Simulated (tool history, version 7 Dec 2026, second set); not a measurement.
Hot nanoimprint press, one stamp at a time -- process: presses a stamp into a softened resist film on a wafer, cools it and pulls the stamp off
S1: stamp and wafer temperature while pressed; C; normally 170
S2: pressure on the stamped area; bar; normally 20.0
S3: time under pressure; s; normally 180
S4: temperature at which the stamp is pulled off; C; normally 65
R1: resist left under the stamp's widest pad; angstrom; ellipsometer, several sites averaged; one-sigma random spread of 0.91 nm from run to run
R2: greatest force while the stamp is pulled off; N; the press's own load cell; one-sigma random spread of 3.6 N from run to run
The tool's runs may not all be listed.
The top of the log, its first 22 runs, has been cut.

run,day,S1,S2,S3,S4,R1,R2
23,21.817,170,13.4,231,65,1907,177
24,22.771,159,13.1,104,68,2690,168
25,23.558,159,13.1,104,68,2690,171
26,24.129,159,13.1,104,68,2685,170
27,25.100,164,12.8,180,65,2336,177
28,26.083,177,13.1,236,54,1577,190
29,26.908,170,17.0,349,65,1505,170
# day 27.400: plate thermocouple calibrated
30,28.221,170,17.0,130,55,2055,189

Each row is a separate what-if for the run after 30, all from the same tool condition, not one after another. Results?
A,29.212,170,17.2,180,51,?,?
B,29.212,170,12.0,130,55,?,?
C,29.212,170,20.0,238,65,?,?
D,29.212,171,16.1,130,55,?,?

run,R1,R2
A,1859,201
B,2255,196
C,1594,178
D,2019,195
The same runs, with their run-to-run variation unchanged, on a tool lacking any hidden condition would have given:
run,R1,R2
A,1859,199
B,2255,194
C,1593,177
D,2019,193
